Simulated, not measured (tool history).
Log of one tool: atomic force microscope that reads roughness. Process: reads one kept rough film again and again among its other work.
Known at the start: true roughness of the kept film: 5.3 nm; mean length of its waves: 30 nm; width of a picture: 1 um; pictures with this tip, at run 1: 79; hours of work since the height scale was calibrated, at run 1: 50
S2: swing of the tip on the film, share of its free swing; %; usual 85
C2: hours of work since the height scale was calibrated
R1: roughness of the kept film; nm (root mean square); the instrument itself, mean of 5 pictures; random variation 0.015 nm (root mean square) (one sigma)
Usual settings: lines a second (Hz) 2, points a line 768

{"run": 1, "day": 0.0, "lines a second (Hz)": 2, "S2": 85, "points a line": 768, "pictures with this tip": 79, "C2": 50, "R1": 3.279}
{"run": 2, "day": 0.529, "lines a second (Hz)": 2, "S2": 85, "points a line": 768, "pictures with this tip": 94, "C2": 56, "R1": 3.25}
{"run": 3, "day": 0.758, "lines a second (Hz)": 2, "S2": 85, "points a line": 768, "pictures with this tip": 100, "C2": 58, "R1": 3.204}
{"run": 4, "day": 1.017, "lines a second (Hz)": 2, "S2": 85, "points a line": 768, "pictures with this tip": 107, "C2": 61, "R1": 3.174}
{"run": 5, "day": 1.304, "lines a second (Hz)": 2, "S2": 85, "points a line": 934, "pictures with this tip": 115, "C2": 65, "R1": 3.15}
{"run": 6, "day": 1.721, "lines a second (Hz)": 2, "S2": 80, "points a line": 934, "pictures with this tip": 127, "C2": 69, "R1": 3.235}
{"run": 7, "day": 2.05, "lines a second (Hz)": 2, "S2": 80, "points a line": 934, "pictures with this tip": 136, "C2": 73, "R1": 3.237}
{"run": 8, "day": 2.321, "lines a second (Hz)": 2, "S2": 85, "points a line": 768, "pictures with this tip": 143, "C2": 76, "R1": 3.035}
{"run": 9, "day": 2.829, "lines a second (Hz)": 2, "S2": 85, "points a line": 768, "pictures with this tip": 157, "C2": 82, "R1": 3.029}
{"run": 10, "day": 3.196, "lines a second (Hz)": 2, "S2": 85, "points a line": 768, "pictures with this tip": 167, "C2": 86, "R1": 2.969}
{"run": 11, "day": 3.429, "lines a second (Hz)": 2, "S2": 85, "points a line": 768, "pictures with this tip": 174, "C2": 88, "R1": 2.945}
{"run": 12, "day": 3.75, "lines a second (Hz)": 2, "S2": 85, "points a line": 768, "pictures with this tip": 183, "C2": 92, "R1": 2.899}
{"run": 13, "day": 4.175, "lines a second (Hz)": 2, "S2": 85, "points a line": 768, "pictures with this tip": 194, "C2": 97, "R1": 2.878}
{"run": 14, "day": 4.721, "lines a second (Hz)": 2, "S2": 74, "points a line": 768, "pictures with this tip": 209, "C2": 103, "R1": 3.151}
{"day": 5.058, "done": "new tip fitted"}
{"run": 15, "day": 5.162, "lines a second (Hz)": 2, "S2": 85, "points a line": 357, "pictures with this tip": 3, "C2": 108, "R1": 3.593}
{"run": 16, "day": 5.542, "lines a second (Hz)": 3.85, "S2": 85, "points a line": 768, "pictures with this tip": 13, "C2": 112, "R1": 2.948}
{"run": 17, "day": 6.054, "lines a second (Hz)": 3.85, "S2": 85, "points a line": 768, "pictures with this tip": 27, "C2": 118, "R1": 2.874}
{"run": 18, "day": 6.321, "lines a second (Hz)": 3.85, "S2": 85, "points a line": 768, "pictures with this tip": 35, "C2": 121, "R1": 2.841}
{"run": 19, "day": 6.8, "lines a second (Hz)": 2, "S2": 85, "points a line": 559, "pictures with this tip": 48, "C2": 126, "R1": 3.382}
{"run": 20, "day": 7.038, "lines a second (Hz)": 0.68, "S2": 85, "points a line": 768, "pictures with this tip": 54, "C2": 129, "R1": 3.962}
{"day": 7.121, "done": "height scale calibrated on a step standard"}
{"run": 21, "day": 7.608, "lines a second (Hz)": 3.95, "S2": 67, "points a line": 781, "pictures with this tip": 69, "C2": 5, "R1": 3.548}
{"day": 7.921, "done": "height scale calibrated on a step standard, once more"}
{"run": 22, "day": 8.05, "lines a second (Hz)": 3.95, "S2": 67, "points a line": 781, "pictures with this tip": 80, "C2": 1, "R1": 3.482}
{"run": 23, "day": 8.342, "lines a second (Hz)": 3.95, "S2": 67, "points a line": 781, "pictures with this tip": 88, "C2": 5, "R1": 3.449}
{"run": 24, "day": 8.754, "lines a second (Hz)": 1.38, "S2": 87, "points a line": 583, "pictures with this tip": 99, "C2": 9, "R1": 3.377}
{"run": 25, "day": 9.212, "lines a second (Hz)": 1.19, "S2": 86, "points a line": 277, "pictures with this tip": 112, "C2": 14, "R1": 3.389}
{"run": 26, "day": 9.525, "lines a second (Hz)": 1.19, "S2": 56, "points a line": 487, "pictures with this tip": 121, "C2": 18, "R1": 3.901}
{"run": 27, "day": 9.746, "lines a second (Hz)": 1.19, "S2": 56, "points a line": 487, "pictures with this tip": 127, "C2": 20, "R1": 3.865}
{"run": 28, "day": 10.088, "lines a second (Hz)": 2, "S2": 59, "points a line": 277, "pictures with this tip": 136, "C2": 24, "R1": 3.665}
{"run": 29, "day": 10.496, "lines a second (Hz)": 2, "S2": 85, "points a line": 608, "pictures with this tip": 147, "C2": 29, "R1": 3.027}
{"run": 30, "day": 10.846, "lines a second (Hz)": 2, "S2": 85, "points a line": 608, "pictures with this tip": 157, "C2": 33, "R1": 2.99}
{"run": 31, "day": 11.308, "lines a second (Hz)": 2, "S2": 85, "points a line": 608, "pictures with this tip": 170, "C2": 38, "R1": 2.949}
{"run": 32, "day": 11.712, "lines a second (Hz)": 2.5, "S2": 56, "points a line": 851, "pictures with this tip": 181, "C2": 42, "R1": 3.514}
{"run": 33, "day": 11.967, "lines a second (Hz)": 2.5, "S2": 56, "points a line": 851, "pictures with this tip": 188, "C2": 45, "R1": 3.48}
{"run": 34, "day": 12.4, "lines a second (Hz)": 0.73, "S2": 78, "points a line": 341, "pictures with this tip": 200, "C2": 50, "R1": 3.407}
{"run": 35, "day": 12.883, "lines a second (Hz)": 0.73, "S2": 78, "points a line": 341, "pictures with this tip": 213, "C2": 56, "R1": 3.352}

Forecast each of these 5 alternatives for the next run:
{"day": 13.083, "done": "new tip fitted"}
{"run": "A", "day": 13.15, "lines a second (Hz)": 0.62, "S2": 58, "points a line": 341, "pictures with this tip": 2, "C2": 58, "R1": "?"}
{"day": 13.083, "done": "new tip fitted"}
{"run": "B", "day": 13.15, "lines a second (Hz)": 3.96, "S2": 78, "points a line": 341, "pictures with this tip": 2, "C2": 58, "R1": "?"}
{"day": 13.083, "done": "new tip fitted"}
{"run": "C", "day": 13.15, "lines a second (Hz)": 0.73, "S2": 67, "points a line": 333, "pictures with this tip": 2, "C2": 58, "R1": "?"}
{"day": 13.083, "done": "new tip fitted"}
{"run": "D", "day": 13.15, "lines a second (Hz)": 0.67, "S2": 61, "points a line": 965, "pictures with this tip": 2, "C2": 58, "R1": "?"}
{"day": 13.083, "done": "new tip fitted"}
{"run": "E", "day": 13.15, "lines a second (Hz)": 3.03, "S2": 67, "points a line": 390, "pictures with this tip": 2, "C2": 58, "R1": "?"}

run=A R1=4.602
run=B R1=3.302
run=C R1=4.485
run=D R1=4.588
run=E R1=3.981
Without the tool's hidden state the same runs would have given:
run=A R1=4.632
run=B R1=3.323
run=C R1=4.515
run=D R1=4.618
run=E R1=4.007
